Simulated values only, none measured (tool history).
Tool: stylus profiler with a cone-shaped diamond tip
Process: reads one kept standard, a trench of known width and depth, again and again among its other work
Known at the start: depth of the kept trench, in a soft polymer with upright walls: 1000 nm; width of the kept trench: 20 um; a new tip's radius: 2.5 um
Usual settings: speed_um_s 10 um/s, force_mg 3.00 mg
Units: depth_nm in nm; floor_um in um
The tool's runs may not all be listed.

run	day	speed_um_s	force_mg	depth_nm	floor_um
1	0.000	10	3.00	1007.14	15.06
2	1.175	10	3.00	1007.27	15.05
3	2.412	5	3.00	1007.02	15.09
4	3.671	5	3.00	1007.24	15.01
5	5.212	5	3.00	1007.32	14.94
6	6.350	5	6.23	1012.00	14.92
7	7.592	5	6.23	1011.95	14.90
# day 7.746: height scale calibrated on a step standard
8	8.675	4	2.59	1005.75	14.87
9	9.483	4	2.59	1005.44	14.86
10	11.138	27	5.54	1010.58	14.73
11	12.488	13	1.14	1002.69	14.71
12	13.696	2	3.46	1007.06	14.66
# day 15.350: height scale calibrated on a step standard, once more
13	15.350	4	2.70	1007.33	14.71
14	16.588	4	2.70	1007.13	14.67

Forecast each of these 5 alternatives for the next run:
A	18.154	26	2.70	?	?
B	18.154	14	3.70	?	?
C	18.154	35	1.13	?	?
D	18.154	10	2.80	?	?
E	18.154	4	1.19	?	?

run	depth_nm	floor_um
A	1007.01	14.52
B	1008.94	14.62
C	1004.10	14.50
D	1007.26	14.54
E	1003.96	14.60
Without the tool's hidden state the same runs would have given:
run	depth_nm	floor_um
A	1007.31	15.90
B	1009.24	16.01
C	1004.40	15.89
D	1007.56	15.93
E	1004.26	15.99

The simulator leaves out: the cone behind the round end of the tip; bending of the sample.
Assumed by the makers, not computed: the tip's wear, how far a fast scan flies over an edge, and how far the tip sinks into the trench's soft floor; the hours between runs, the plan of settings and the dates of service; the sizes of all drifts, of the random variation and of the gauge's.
